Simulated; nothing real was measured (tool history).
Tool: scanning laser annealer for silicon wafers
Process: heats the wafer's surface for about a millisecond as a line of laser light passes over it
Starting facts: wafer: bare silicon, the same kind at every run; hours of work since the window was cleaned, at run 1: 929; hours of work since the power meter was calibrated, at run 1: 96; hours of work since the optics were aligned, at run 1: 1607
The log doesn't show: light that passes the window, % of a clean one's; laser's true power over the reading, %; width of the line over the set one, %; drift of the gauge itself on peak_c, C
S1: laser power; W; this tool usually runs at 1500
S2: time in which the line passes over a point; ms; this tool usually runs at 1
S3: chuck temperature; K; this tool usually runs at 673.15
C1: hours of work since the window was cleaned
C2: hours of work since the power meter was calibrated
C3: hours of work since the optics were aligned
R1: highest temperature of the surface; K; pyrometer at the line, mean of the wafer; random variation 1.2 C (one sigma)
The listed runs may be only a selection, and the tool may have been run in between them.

| run | day | S1 | S2 | S3 | C1 | C2 | C3 | R1 |
|---|---|---|---|---|---|---|---|---|
| 1 | 0 | 1500 | 1 | 673.15 | 929 | 96 | 1607 | 1470.15 |
| 2 | 0.596 | 1500 | 1 | 673.15 | 937 | 103 | 1615 | 1470.15 |
| 3 | 1.142 | 1500 | 1 | 673.15 | 944 | 111 | 1622 | 1470.15 |
| 4 | 1.571 | 1500 | 1 | 673.15 | 950 | 116 | 1628 | 1472.15 |
|  | 2.008 | optics aligned, line set to its width |
| 5 | 2.1 | 1500 | 1 | 673.15 | 954 | 121 | 1 | 1487.15 |
| 6 | 2.85 | 1500 | 1 | 673.15 | 964 | 130 | 11 | 1487.15 |
| 7 | 3.183 | 1500 | 1 | 673.15 | 969 | 135 | 16 | 1486.15 |
| 8 | 3.754 | 1559 | 1 | 673.15 | 976 | 142 | 23 | 1523.15 |
|  | 4.221 | window over the wafer cleaned |
| 9 | 4.542 | 1500 | 1 | 673.15 | 4 | 152 | 32 | 1509.15 |
| 10 | 5.104 | 1500 | 1 | 673.15 | 12 | 159 | 40 | 1507.15 |
| 11 | 5.571 | 1500 | 1 | 673.15 | 18 | 165 | 46 | 1511.15 |
| 12 | 5.912 | 1500 | 1 | 673.15 | 22 | 170 | 50 | 1508.15 |
| 13 | 6.308 | 1500 | 1 | 673.15 | 28 | 175 | 56 | 1509.15 |
| 14 | 7.017 | 1500 | 1 | 673.15 | 37 | 184 | 65 | 1509.15 |
| 15 | 7.521 | 1500 | 1 | 673.15 | 44 | 191 | 72 | 1509.15 |
| 16 | 8.267 | 1500 | 1 | 673.15 | 53 | 201 | 82 | 1507.15 |
| 17 | 8.733 | 1500 | 1 | 673.15 | 60 | 207 | 88 | 1508.15 |
| 18 | 9.429 | 1424 | 1 | 673.15 | 69 | 216 | 97 | 1460.15 |
| 19 | 10.138 | 1500 | 1.15 | 673.15 | 78 | 226 | 106 | 1560.15 |
| 20 | 10.825 | 1500 | 1.15 | 673.15 | 87 | 235 | 115 | 1560.15 |
| 21 | 11.308 | 1500 | 1.15 | 673.15 | 94 | 241 | 122 | 1561.15 |
| 22 | 11.679 | 1413 | 0.81 | 640.15 | 98 | 246 | 127 | 1349.15 |
| 23 | 12.217 | 1413 | 0.81 | 640.15 | 106 | 253 | 134 | 1348.15 |
|  | 12.408 | laser's power meter calibrated |
| 24 | 12.85 | 1413 | 0.81 | 649.15 | 112 | 6 | 140 | 1356.15 |
| 25 | 13.288 | 1413 | 0.81 | 649.15 | 118 | 12 | 146 | 1357.15 |
| 26 | 14.017 | 1645 | 0.97 | 678.15 | 128 | 21 | 156 | 1591.15 |
|  | 14.725 | laser's power meter calibrated, once more |
| 27 | 14.758 | 1305 | 0.79 | 673.15 | 136 | 0 | 164 | 1313.15 |
| 28 | 15.404 | 1542 | 0.89 | 673.15 | 144 | 9 | 172 | 1489.15 |
| 29 | 15.742 | 1542 | 0.89 | 673.15 | 149 | 13 | 177 | 1489.15 |
| 30 | 16.096 | 1542 | 0.89 | 673.15 | 153 | 18 | 182 | 1489.15 |
| 31 | 16.488 | 1500 | 1.19 | 712.15 | 159 | 23 | 187 | 1612.15 |
| 32 | 17.092 | 1296 | 1.13 | 673.15 | 167 | 31 | 195 | 1416.15 |
| 33 | 17.729 | 1417 | 1.09 | 654.15 | 175 | 40 | 203 | 1465.15 |
| 34 | 18.212 | 1485 | 0.87 | 673.15 | 181 | 46 | 210 | 1446.15 |
| 35 | 18.762 | 1485 | 0.87 | 673.15 | 189 | 53 | 217 | 1446.15 |
| 36 | 19.442 | 1565 | 1 | 687.15 | 198 | 62 | 226 | 1560.15 |
| 37 | 20.129 | 1355 | 1 | 699.15 | 207 | 71 | 235 | 1436.15 |
| 38 | 20.638 | 1341 | 1.1 | 666.15 | 213 | 78 | 242 | 1430.15 |
| 39 | 20.942 | 1292 | 1.1 | 695.15 | 217 | 82 | 246 | 1426.15 |
| 40 | 21.683 | 1577 | 1.06 | 652.15 | 227 | 92 | 255 | 1554.15 |
| 41 | 22.025 | 1487 | 0.76 | 639.15 | 232 | 96 | 260 | 1365.15 |

Each row is a separate what-if for the run after 41, all from the same tool condition, not one after another. Results?
| A | 22.692 | 1500 | 1 | 689.15 | 241 | 105 | 269 | ? |
| B | 22.692 | 1610 | 1.01 | 651.15 | 241 | 105 | 269 | ? |
| C | 22.692 | 1500 | 0.91 | 673.15 | 241 | 105 | 269 | ? |
| D | 22.692 | 1328 | 0.82 | 688.15 | 241 | 105 | 269 | ? |

| run | R1 |
|---|---|
| A | 1520.15 |
| B | 1554.15 |
| C | 1469.15 |
| D | 1349.15 |
Take away the tool's hidden state, keep each run's random variation, and the runs would have read:
| run | R1 |
|---|---|
| A | 1525.15 |
| B | 1560.15 |
| C | 1474.15 |
| D | 1353.15 |

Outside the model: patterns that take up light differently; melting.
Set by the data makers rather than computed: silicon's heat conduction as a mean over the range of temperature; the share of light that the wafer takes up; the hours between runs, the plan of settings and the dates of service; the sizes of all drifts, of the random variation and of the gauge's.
